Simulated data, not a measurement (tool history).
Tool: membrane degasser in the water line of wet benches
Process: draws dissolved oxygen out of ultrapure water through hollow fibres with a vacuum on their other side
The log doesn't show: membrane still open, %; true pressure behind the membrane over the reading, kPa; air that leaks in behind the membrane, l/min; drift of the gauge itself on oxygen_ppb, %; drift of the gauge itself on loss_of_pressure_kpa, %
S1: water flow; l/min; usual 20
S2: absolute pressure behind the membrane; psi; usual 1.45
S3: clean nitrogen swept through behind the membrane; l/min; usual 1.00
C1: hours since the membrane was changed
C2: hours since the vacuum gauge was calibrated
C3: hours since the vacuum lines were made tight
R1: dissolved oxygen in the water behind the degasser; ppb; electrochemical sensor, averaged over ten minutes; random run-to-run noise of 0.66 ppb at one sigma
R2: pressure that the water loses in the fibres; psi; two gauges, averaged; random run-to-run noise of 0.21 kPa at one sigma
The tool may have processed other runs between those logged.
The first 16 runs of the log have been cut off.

{"run": 17, "hour": 2007.7, "S1": 20, "S2": 1.45, "S3": 1.0, "C1": 6814, "C2": 719, "C3": 7802, "R1": 296.9, "R2": 7.292}
{"run": 18, "hour": 2171.8, "S1": 20, "S2": 1.45, "S3": 1.0, "C1": 6978, "C2": 883, "C3": 7966, "R1": 297.6, "R2": 7.304}
{"run": 19, "hour": 2266.2, "S1": 14, "S2": 1.45, "S3": 1.44, "C1": 7073, "C2": 977, "C3": 8061, "R1": 154.4, "R2": 5.152}
{"run": 20, "hour": 2409.2, "S1": 19, "S2": 1.83, "S3": 1.21, "C1": 7216, "C2": 1120, "C3": 8203, "R1": 328.0, "R2": 6.924}
{"run": 21, "hour": 2574.9, "S1": 19, "S2": 1.83, "S3": 1.21, "C1": 7382, "C2": 1286, "C3": 8369, "R1": 328.0, "R2": 6.956}
{"run": 22, "hour": 2704.1, "S1": 19, "S2": 1.83, "S3": 1.21, "C1": 7511, "C2": 1415, "C3": 8498, "R1": 328.2, "R2": 6.947}
{"run": 23, "hour": 2780.7, "S1": 25, "S2": 1.45, "S3": 1.25, "C1": 7587, "C2": 1492, "C3": 8575, "R1": 303.3, "R2": 9.214}
{"run": 24, "hour": 2879.9, "S1": 18, "S2": 2.78, "S3": 1.0, "C1": 7687, "C2": 1591, "C3": 8674, "R1": 609.6, "R2": 6.66}
{"run": 25, "hour": 3053.9, "S1": 28, "S2": 3.61, "S3": 1.0, "C1": 7861, "C2": 1765, "C3": 8848, "R1": 1155.6, "R2": 10.28}
{"run": 26, "hour": 3204.0, "S1": 13, "S2": 3.61, "S3": 1.95, "C1": 8011, "C2": 1915, "C3": 8998, "R1": 335.3, "R2": 4.821}
{"run": 27, "hour": 3344.4, "S1": 13, "S2": 3.61, "S3": 1.95, "C1": 8151, "C2": 2056, "C3": 9139, "R1": 336.6, "R2": 4.793}
{"run": 28, "hour": 3443.7, "S1": 26, "S2": 1.83, "S3": 1.57, "C1": 8250, "C2": 2155, "C3": 9238, "R1": 352.4, "R2": 9.568}
{"run": 29, "hour": 3616.9, "S1": 26, "S2": 1.83, "S3": 1.57, "C1": 8424, "C2": 2328, "C3": 9411, "R1": 351.7, "R2": 9.652}
{"run": 30, "hour": 3760.2, "S1": 26, "S2": 1.35, "S3": 0.56, "C1": 8567, "C2": 2471, "C3": 9555, "R1": 532.1, "R2": 9.61}
{"run": 31, "hour": 3855.1, "S1": 26, "S2": 1.35, "S3": 0.56, "C1": 8662, "C2": 2566, "C3": 9649, "R1": 534.3, "R2": 9.532}

Below are 5 alternative next runs, each starting from the tool's condition after run 31. Predict each:
{"hour": 3933.2, "done": "seals of the vacuum lines changed"}
{"run": "A", "hour": 4026.8, "S1": 21, "S2": 1.35, "S3": 0.56, "C1": 8831, "C2": 2736, "C3": 94, "R1": "?", "R2": "?"}
{"hour": 3933.2, "done": "seals of the vacuum lines changed"}
{"run": "B", "hour": 4026.8, "S1": 26, "S2": 3.05, "S3": 1.91, "C1": 8831, "C2": 2736, "C3": 94, "R1": "?", "R2": "?"}
{"hour": 3933.2, "done": "seals of the vacuum lines changed"}
{"run": "C", "hour": 4026.8, "S1": 16, "S2": 1.35, "S3": 1.99, "C1": 8831, "C2": 2736, "C3": 94, "R1": "?", "R2": "?"}
{"hour": 3933.2, "done": "seals of the vacuum lines changed"}
{"run": "D", "hour": 4026.8, "S1": 21, "S2": 2.06, "S3": 1.43, "C1": 8831, "C2": 2736, "C3": 94, "R1": "?", "R2": "?"}
{"hour": 3933.2, "done": "seals of the vacuum lines changed"}
{"run": "E", "hour": 4026.8, "S1": 16, "S2": 2.97, "S3": 0.56, "C1": 8831, "C2": 2736, "C3": 94, "R1": "?", "R2": "?"}

run=A R1=447.4 R2=7.783
run=B R1=539.3 R2=9.654
run=C R1=116.9 R2=5.947
run=D R1=360.5 R2=7.749
run=E R1=948.8 R2=5.891
The same runs, with their run-to-run variation unchanged, on a tool lacking any hidden condition would have given:
run=A R1=447.3 R2=7.601
run=B R1=539.1 R2=9.429
run=C R1=116.9 R2=5.809
run=D R1=360.5 R2=7.568
run=E R1=948.7 R2=5.754
